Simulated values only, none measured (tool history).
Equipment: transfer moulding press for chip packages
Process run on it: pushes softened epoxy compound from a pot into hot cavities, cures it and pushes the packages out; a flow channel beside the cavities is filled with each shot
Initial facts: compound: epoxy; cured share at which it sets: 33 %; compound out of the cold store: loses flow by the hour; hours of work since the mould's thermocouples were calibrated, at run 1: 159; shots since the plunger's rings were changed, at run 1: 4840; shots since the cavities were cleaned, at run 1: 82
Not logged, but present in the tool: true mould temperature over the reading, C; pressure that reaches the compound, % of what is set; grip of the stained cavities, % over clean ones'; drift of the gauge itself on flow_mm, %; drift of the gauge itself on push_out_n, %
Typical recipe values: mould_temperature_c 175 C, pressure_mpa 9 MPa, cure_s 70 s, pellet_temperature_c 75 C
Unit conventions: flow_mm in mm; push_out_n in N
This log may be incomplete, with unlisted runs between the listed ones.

run  hour  mould_temperature_c  pressure_mpa  cure_s  pellet_temperature_c  hours of work since the mould's thermocouples were calibrated  shots since the plunger's rings were changed  shots since the cavities were cleaned  incoming compound's hours out of the cold store  flow_mm  push_out_n
  1     0                  175             9      70                    75                                                            159                                          4840                                     82                                             44.3      515         519
  2   8.1                  175             9      70                    75                                                            165                                          4976                                    218                                             13.9      588         635
  3  17.5                  175             9      70                    75                                                            171                                          5133                                    375                                              9.7      599         747
  4  24.5                  175             9      70                    75                                                            176                                          5251                                    493                                               39      527         727
  5  31.6                  172             9      70                    75                                                            181                                          5370                                    612                                             44.3      520         886
  6    40                  182             9      70                    75                                                            187                                          5511                                    753                                             45.2      507         730
     48.5  -- cavities cleaned with cleaning compound and waxed
  7  48.9                  182             9      70                    75                                                            192                                          5637                                      8                                             24.5      547         408
  8  53.7                  182             9      70                    75                                                            195                                          5716                                     87                                             37.2      517         459

Estimate the outcome of run 9 from the log above:
  9  61.9                  178         10.16      70                    75                                                            201                                          5855                                    226                                             45.5        ?           ?

flow_mm: 532 mm
push_out_n: 564 N
Take away the tool's hidden state, keep the run-to-run variation as it was, and the same run would have given flow_mm 578 mm, push_out_n 409 N.

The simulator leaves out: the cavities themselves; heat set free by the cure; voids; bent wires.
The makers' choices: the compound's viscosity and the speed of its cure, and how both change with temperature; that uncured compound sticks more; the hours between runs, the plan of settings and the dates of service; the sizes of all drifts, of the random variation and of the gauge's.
